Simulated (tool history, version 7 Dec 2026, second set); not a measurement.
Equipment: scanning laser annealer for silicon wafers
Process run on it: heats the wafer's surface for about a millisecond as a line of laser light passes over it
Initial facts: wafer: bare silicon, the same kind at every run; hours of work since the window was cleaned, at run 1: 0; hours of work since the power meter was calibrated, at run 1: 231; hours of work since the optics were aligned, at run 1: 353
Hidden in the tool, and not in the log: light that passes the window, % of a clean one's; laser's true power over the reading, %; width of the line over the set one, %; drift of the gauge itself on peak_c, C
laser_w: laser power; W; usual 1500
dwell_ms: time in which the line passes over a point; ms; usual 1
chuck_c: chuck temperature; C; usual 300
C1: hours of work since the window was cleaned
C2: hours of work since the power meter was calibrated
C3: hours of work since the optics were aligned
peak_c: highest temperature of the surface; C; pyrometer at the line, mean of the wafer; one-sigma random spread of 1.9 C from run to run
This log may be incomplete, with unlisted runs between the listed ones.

run 1 day=0 | laser_w=1500 dwell_ms=1 chuck_c=300 | C1=0 C2=231 C3=353 | peak_c=1077
run 2 day=2.85 | laser_w=1500 dwell_ms=1 chuck_c=300 | C1=40 C2=270 C3=393 | peak_c=1074
run 3 day=4.512 | laser_w=1500 dwell_ms=1 chuck_c=321 | C1=63 C2=293 C3=416 | peak_c=1094
run 4 day=6.358 | laser_w=1427 dwell_ms=1 chuck_c=300 | C1=88 C2=319 C3=442 | peak_c=1024
run 5 day=9.262 | laser_w=1500 dwell_ms=1 chuck_c=300 | C1=129 C2=360 C3=482 | peak_c=1065
run 6 day=10.838 | laser_w=1500 dwell_ms=1 chuck_c=300 | C1=151 C2=381 C3=504 | peak_c=1063
run 7 day=12.396 | laser_w=1500 dwell_ms=0.7 chuck_c=300 | C1=172 C2=403 C3=526 | peak_c=942
run 8 day=14.546 | laser_w=1500 dwell_ms=0.7 chuck_c=339 | C1=202 C2=433 C3=556 | peak_c=973
run 9 day=16.733 | laser_w=1500 dwell_ms=1 chuck_c=300 | C1=233 C2=463 C3=586 | peak_c=1058
run 10 day=18.425 | laser_w=1500 dwell_ms=1 chuck_c=268 | C1=256 C2=487 C3=610 | peak_c=1023
run 11 day=20.475 | laser_w=1500 dwell_ms=1 chuck_c=268 | C1=285 C2=515 C3=638 | peak_c=1020
run 12 day=23.492 | laser_w=1500 dwell_ms=1 chuck_c=268 | C1=327 C2=557 C3=680 | peak_c=1014
run 13 day=25.121 | laser_w=1500 dwell_ms=1 chuck_c=268 | C1=349 C2=580 C3=703 | peak_c=1016
run 14 day=26.633 | laser_w=1500 dwell_ms=1 chuck_c=268 | C1=370 C2=601 C3=724 | peak_c=1018
-- day=27.504 window over the wafer cleaned
run 15 day=27.996 | laser_w=1500 dwell_ms=1 chuck_c=268 | C1=7 C2=619 C3=742 | peak_c=1035
run 16 day=30.729 | laser_w=1500 dwell_ms=1 chuck_c=300 | C1=45 C2=657 C3=780 | peak_c=1065
run 17 day=32.862 | laser_w=1500 dwell_ms=1 chuck_c=293 | C1=75 C2=687 C3=809 | peak_c=1053
run 18 day=34.271 | laser_w=1500 dwell_ms=1 chuck_c=293 | C1=94 C2=706 C3=829 | peak_c=1051
run 19 day=37.088 | laser_w=1500 dwell_ms=1 chuck_c=293 | C1=133 C2=745 C3=868 | peak_c=1051
run 20 day=39.979 | laser_w=1500 dwell_ms=1 chuck_c=293 | C1=173 C2=786 C3=908 | peak_c=1044
run 21 day=42.112 | laser_w=1500 dwell_ms=1 chuck_c=300 | C1=203 C2=815 C3=938 | peak_c=1050
run 22 day=44.296 | laser_w=1534 dwell_ms=0.76 chuck_c=330 | C1=234 C2=846 C3=968 | peak_c=1001
run 23 day=46.492 | laser_w=1412 dwell_ms=1 chuck_c=330 | C1=264 C2=876 C3=999 | peak_c=1021
run 24 day=48.7 | laser_w=1463 dwell_ms=1.14 chuck_c=330 | C1=295 C2=907 C3=1029 | peak_c=1100
run 25 day=51.679 | laser_w=1460 dwell_ms=1.11 chuck_c=290 | C1=336 C2=948 C3=1071 | peak_c=1041
run 26 day=53.779 | laser_w=1434 dwell_ms=1 chuck_c=311 | C1=365 C2=977 C3=1100 | peak_c=1006
-- day=54.858 window over the wafer cleaned
run 27 day=56.162 | laser_w=1434 dwell_ms=1 chuck_c=311 | C1=18 C2=1009 C3=1132 | peak_c=1031
run 28 day=59.062 | laser_w=1434 dwell_ms=1 chuck_c=311 | C1=58 C2=1050 C3=1172 | peak_c=1029
run 29 day=60.388 | laser_w=1434 dwell_ms=1 chuck_c=311 | C1=77 C2=1068 C3=1191 | peak_c=1025
run 30 day=62.25 | laser_w=1349 dwell_ms=0.72 chuck_c=300 | C1=103 C2=1094 C3=1217 | peak_c=863
run 31 day=64.875 | laser_w=1349 dwell_ms=0.72 chuck_c=300 | C1=139 C2=1131 C3=1253 | peak_c=860
-- day=66.7 optics aligned, line set to its width
run 32 day=67.05 | laser_w=1349 dwell_ms=0.72 chuck_c=300 | C1=167 C2=1158 C3=5 | peak_c=869
run 33 day=69.696 | laser_w=1500 dwell_ms=0.75 chuck_c=300 | C1=203 C2=1195 C3=42 | peak_c=963
run 34 day=72.475 | laser_w=1500 dwell_ms=0.75 chuck_c=300 | C1=242 C2=1233 C3=80 | peak_c=960
run 35 day=74.762 | laser_w=1500 dwell_ms=0.75 chuck_c=300 | C1=274 C2=1265 C3=112 | peak_c=954
run 36 day=77.167 | laser_w=1500 dwell_ms=0.75 chuck_c=300 | C1=307 C2=1299 C3=146 | peak_c=955
run 37 day=79.767 | laser_w=1620 dwell_ms=0.9 chuck_c=295 | C1=343 C2=1335 C3=182 | peak_c=1078
-- day=82.488 window over the wafer cleaned
run 38 day=82.675 | laser_w=1577 dwell_ms=1 chuck_c=300 | C1=3 C2=1374 C3=221 | peak_c=1123

Run 39 is up next; what results do you expect?
run 39 day=84.408 | laser_w=1594 dwell_ms=1 chuck_c=307 | C1=27 C2=1398 C3=245 | peak_c=?

peak_c: 1142 C
With the hidden condition absent and the run-to-run variation left alone, this run would have shown peak_c 1157 C.
